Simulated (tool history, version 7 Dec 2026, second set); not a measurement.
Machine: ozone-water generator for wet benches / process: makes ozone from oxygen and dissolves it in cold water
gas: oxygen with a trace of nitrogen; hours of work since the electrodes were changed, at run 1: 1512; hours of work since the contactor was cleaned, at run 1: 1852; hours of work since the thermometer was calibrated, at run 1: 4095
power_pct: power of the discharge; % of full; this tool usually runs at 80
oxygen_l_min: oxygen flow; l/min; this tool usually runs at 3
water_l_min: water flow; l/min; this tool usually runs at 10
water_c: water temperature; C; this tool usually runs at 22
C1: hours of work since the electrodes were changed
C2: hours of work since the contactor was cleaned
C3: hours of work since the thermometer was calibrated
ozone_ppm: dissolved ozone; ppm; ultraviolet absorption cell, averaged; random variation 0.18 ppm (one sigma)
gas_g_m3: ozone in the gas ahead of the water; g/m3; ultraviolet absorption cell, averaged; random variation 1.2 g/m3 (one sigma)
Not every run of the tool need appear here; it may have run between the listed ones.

run 1 hour=0 | power_pct=80 oxygen_l_min=3 water_l_min=10 water_c=22 | C1=1512 C2=1852 C3=4095 | ozone_ppm=24.2 gas_g_m3=210.9
run 2 hour=36.2 | power_pct=80 oxygen_l_min=2.37 water_l_min=10 water_c=22 | C1=1545 C2=1885 C3=4128 | ozone_ppm=24.8 gas_g_m3=240.8
run 3 hour=59.4 | power_pct=80 oxygen_l_min=2.37 water_l_min=10 water_c=22 | C1=1566 C2=1906 C3=4149 | ozone_ppm=24.9 gas_g_m3=243.5
run 4 hour=92.2 | power_pct=80 oxygen_l_min=3 water_l_min=10 water_c=22 | C1=1596 C2=1937 C3=4179 | ozone_ppm=24.3 gas_g_m3=210.8
run 5 hour=110.8 | power_pct=40 oxygen_l_min=3 water_l_min=10 water_c=22 | C1=1613 C2=1954 C3=4197 | ozone_ppm=15.2 gas_g_m3=133.8
run 6 hour=141.2 | power_pct=40 oxygen_l_min=3 water_l_min=10 water_c=22 | C1=1641 C2=1981 C3=4224 | ozone_ppm=15.4 gas_g_m3=131.7
run 7 hour=168 | power_pct=80 oxygen_l_min=3 water_l_min=10 water_c=22 | C1=1666 C2=2006 C3=4249 | ozone_ppm=24.4 gas_g_m3=210.5
run 8 hour=197.7 | power_pct=80 oxygen_l_min=3 water_l_min=10 water_c=22 | C1=1693 C2=2033 C3=4276 | ozone_ppm=24.3 gas_g_m3=210.7
run 9 hour=242.7 | power_pct=80 oxygen_l_min=3 water_l_min=10 water_c=15 | C1=1735 C2=2075 C3=4318 | ozone_ppm=27.1 gas_g_m3=211.6
run 10 hour=284.3 | power_pct=80 oxygen_l_min=3 water_l_min=10 water_c=15 | C1=1773 C2=2113 C3=4356 | ozone_ppm=27.4 gas_g_m3=210.1
run 11 hour=312.3 | power_pct=80 oxygen_l_min=3 water_l_min=10 water_c=18 | C1=1799 C2=2139 C3=4382 | ozone_ppm=26 gas_g_m3=209.6
run 12 hour=355.7 | power_pct=80 oxygen_l_min=3 water_l_min=10 water_c=18 | C1=1838 C2=2179 C3=4422 | ozone_ppm=26 gas_g_m3=209.4
run 13 hour=392.2 | power_pct=80 oxygen_l_min=3 water_l_min=10 water_c=22 | C1=1872 C2=2212 C3=4455 | ozone_ppm=24.5 gas_g_m3=209.6
run 14 hour=418.4 | power_pct=80 oxygen_l_min=3 water_l_min=10 water_c=22 | C1=1896 C2=2236 C3=4479 | ozone_ppm=24 gas_g_m3=210.9
run 15 hour=438.1 | power_pct=80 oxygen_l_min=3 water_l_min=10 water_c=22 | C1=1914 C2=2254 C3=4497 | ozone_ppm=24.1 gas_g_m3=210.6
run 16 hour=456.7 | power_pct=80 oxygen_l_min=3 water_l_min=10 water_c=22 | C1=1931 C2=2271 C3=4514 | ozone_ppm=24.2 gas_g_m3=209.4
run 17 hour=480.1 | power_pct=55 oxygen_l_min=3 water_l_min=14 water_c=22 | C1=1953 C2=2293 C3=4536 | ozone_ppm=14.4 gas_g_m3=162.4
run 18 hour=524.6 | power_pct=55 oxygen_l_min=2.89 water_l_min=14 water_c=22 | C1=1994 C2=2334 C3=4577 | ozone_ppm=14.2 gas_g_m3=165.9
run 19 hour=561.5 | power_pct=80 oxygen_l_min=1.52 water_l_min=13 water_c=22 | C1=2027 C2=2368 C3=4611 | ozone_ppm=19 gas_g_m3=303.2
run 20 hour=583.6 | power_pct=80 oxygen_l_min=1.5 water_l_min=9 water_c=22 | C1=2048 C2=2388 C3=4631 | ozone_ppm=26.8 gas_g_m3=303.9
run 21 hour=625.1 | power_pct=80 oxygen_l_min=1.5 water_l_min=9 water_c=22 | C1=2086 C2=2426 C3=4669 | ozone_ppm=26.7 gas_g_m3=305.9
run 22 hour=644.9 | power_pct=80 oxygen_l_min=3 water_l_min=11 water_c=28 | C1=2104 C2=2444 C3=4687 | ozone_ppm=20.6 gas_g_m3=207.6
run 23 hour=688.9 | power_pct=80 oxygen_l_min=3 water_l_min=16 water_c=30 | C1=2144 C2=2485 C3=4728 | ozone_ppm=14.4 gas_g_m3=207.9
run 24 hour=733.9 | power_pct=80 oxygen_l_min=3 water_l_min=16 water_c=30 | C1=2186 C2=2526 C3=4769 | ozone_ppm=14.5 gas_g_m3=206
run 25 hour=759.9 | power_pct=75 oxygen_l_min=2.27 water_l_min=10 water_c=26 | C1=2210 C2=2550 C3=4793 | ozone_ppm=22.1 gas_g_m3=232.1
run 26 hour=778.8 | power_pct=75 oxygen_l_min=2.27 water_l_min=10 water_c=26 | C1=2227 C2=2567 C3=4810 | ozone_ppm=22.3 gas_g_m3=234.3
run 27 hour=801.3 | power_pct=75 oxygen_l_min=2.27 water_l_min=10 water_c=26 | C1=2248 C2=2588 C3=4831 | ozone_ppm=22.3 gas_g_m3=234.2
run 28 hour=836.7 | power_pct=75 oxygen_l_min=2.27 water_l_min=10 water_c=26 | C1=2280 C2=2620 C3=4863 | ozone_ppm=22.1 gas_g_m3=231.3
run 29 hour=876.9 | power_pct=80 oxygen_l_min=2.06 water_l_min=10 water_c=19 | C1=2317 C2=2657 C3=4900 | ozone_ppm=25.4 gas_g_m3=255.4

Predict the results of run 30:
run 30 hour=903.4 | power_pct=80 oxygen_l_min=2.06 water_l_min=10 water_c=19 | C1=2342 C2=2682 C3=4925 | ozone_ppm=? gas_g_m3=?

Run 30 produced ozone_ppm 25.6 ppm, gas_g_m3 252.7 g/m3.
Were there no unlogged condition in the tool, this run, its random variation unchanged, would have produced ozone_ppm 25.6 ppm, gas_g_m3 259.8 g/m3.
